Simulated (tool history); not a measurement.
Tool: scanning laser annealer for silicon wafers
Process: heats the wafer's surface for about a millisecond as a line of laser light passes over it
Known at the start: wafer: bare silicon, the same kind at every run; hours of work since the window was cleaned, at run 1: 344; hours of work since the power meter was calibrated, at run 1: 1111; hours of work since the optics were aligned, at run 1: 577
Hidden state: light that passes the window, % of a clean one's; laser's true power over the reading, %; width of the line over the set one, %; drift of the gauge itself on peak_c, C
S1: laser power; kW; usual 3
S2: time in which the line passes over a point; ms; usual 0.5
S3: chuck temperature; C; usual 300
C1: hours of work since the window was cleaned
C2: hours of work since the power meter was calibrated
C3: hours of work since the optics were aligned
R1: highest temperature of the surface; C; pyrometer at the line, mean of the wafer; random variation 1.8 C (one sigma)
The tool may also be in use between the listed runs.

| run | day | S1 | S2 | S3 | C1 | C2 | C3 | R1 |
|---|---|---|---|---|---|---|---|---|
| 1 | 0 | 3 | 0.5 | 300 | 344 | 1111 | 577 | 1010 |
| 2 | 3.133 | 3 | 0.5 | 300 | 394 | 1161 | 628 | 1009 |
| 3 | 4.688 | 3 | 0.5 | 300 | 420 | 1186 | 653 | 1013 |
| 4 | 7.354 | 3 | 0.5 | 300 | 463 | 1230 | 697 | 1005 |
| 5 | 9.992 | 3 | 0.5 | 300 | 506 | 1272 | 739 | 1003 |
| 6 | 11.746 | 3 | 0.434 | 300 | 534 | 1301 | 768 | 948 |
| 7 | 13.746 | 3 | 0.434 | 300 | 567 | 1333 | 800 | 948 |
| 8 | 16.679 | 3 | 0.434 | 300 | 614 | 1381 | 848 | 947 |
| 9 | 18.308 | 3 | 0.434 | 300 | 640 | 1407 | 874 | 944 |
| 10 | 21.292 | 3 | 0.434 | 300 | 689 | 1456 | 922 | 942 |
| 11 | 23.892 | 3 | 0.5 | 300 | 731 | 1498 | 965 | 991 |
| 12 | 25.8 | 3 | 0.5 | 300 | 762 | 1529 | 996 | 994 |
|  | 26.338 | window over the wafer cleaned |
| 13 | 28.988 | 3 | 0.5 | 300 | 43 | 1579 | 1046 | 973 |
| 14 | 30.379 | 3 | 0.5 | 326 | 66 | 1601 | 1068 | 1000 |
| 15 | 32.729 | 3 | 0.434 | 300 | 104 | 1640 | 1107 | 920 |
| 16 | 34.512 | 3 | 0.5 | 300 | 133 | 1668 | 1135 | 969 |
| 17 | 36.767 | 3 | 0.5 | 332 | 169 | 1705 | 1172 | 1002 |
| 18 | 38.467 | 3 | 0.5 | 277 | 197 | 1732 | 1199 | 946 |
|  | 40.7 | window over the wafer cleaned, once more |
| 19 | 41.45 | 3 | 0.5 | 277 | 12 | 1779 | 1246 | 999 |
| 20 | 43.971 | 3 | 0.5 | 277 | 53 | 1820 | 1287 | 993 |
| 21 | 46.708 | 3 | 0.5 | 277 | 97 | 1865 | 1332 | 990 |
| 22 | 49.742 | 2.579 | 0.422 | 300 | 147 | 1914 | 1381 | 845 |
| 23 | 51.546 | 2.724 | 0.5 | 316 | 176 | 1943 | 1410 | 955 |
| 24 | 54.425 | 3 | 0.397 | 312 | 222 | 1990 | 1457 | 933 |
| 25 | 56.4 | 3.101 | 0.5 | 327 | 254 | 2022 | 1489 | 1065 |
| 26 | 58.779 | 3 | 0.377 | 300 | 293 | 2060 | 1527 | 902 |
| 27 | 60.988 | 3 | 0.377 | 300 | 329 | 2096 | 1563 | 899 |
| 28 | 62.717 | 3 | 0.377 | 300 | 357 | 2124 | 1591 | 901 |
|  | 65.908 | optics aligned, line set to its width |
| 29 | 66.162 | 3 | 0.377 | 300 | 409 | 2177 | 4 | 902 |
| 30 | 67.975 | 2.684 | 0.5 | 290 | 439 | 2206 | 33 | 908 |
| 31 | 69.896 | 2.612 | 0.5 | 315 | 470 | 2237 | 65 | 918 |
| 32 | 72.417 | 2.612 | 0.5 | 315 | 511 | 2278 | 105 | 915 |
| 33 | 74.262 | 2.953 | 0.5 | 315 | 541 | 2308 | 135 | 1006 |
| 34 | 76.975 | 2.953 | 0.5 | 315 | 584 | 2352 | 179 | 999 |
| 35 | 80.133 | 2.84 | 0.5 | 298 | 636 | 2403 | 230 | 950 |
| 36 | 81.721 | 2.84 | 0.5 | 298 | 661 | 2429 | 256 | 953 |
| 37 | 84.658 | 2.689 | 0.618 | 268 | 709 | 2476 | 304 | 959 |
| 38 | 86.538 | 2.635 | 0.491 | 300 | 739 | 2507 | 334 | 888 |
|  | 88.483 | window over the wafer cleaned |
| 39 | 88.729 | 3.084 | 0.465 | 300 | 4 | 2541 | 368 | 1014 |
| 40 | 90.929 | 2.87 | 0.429 | 300 | 40 | 2576 | 404 | 928 |

Forecast each of these 4 alternatives for the next run:
| A | 92.888 | 2.577 | 0.5 | 313 | 71 | 2608 | 436 | ? |
| B | 92.888 | 3 | 0.379 | 331 | 71 | 2608 | 436 | ? |
| C | 92.888 | 3 | 0.388 | 300 | 71 | 2608 | 436 | ? |
| D | 92.888 | 3 | 0.5 | 264 | 71 | 2608 | 436 | ? |

| run | R1 |
|---|---|
| A | 914 |
| B | 942 |
| C | 921 |
| D | 979 |
Without the tool's hidden state the same runs would have given:
| run | R1 |
|---|---|
| A | 929 |
| B | 958 |
| C | 937 |
| D | 997 |
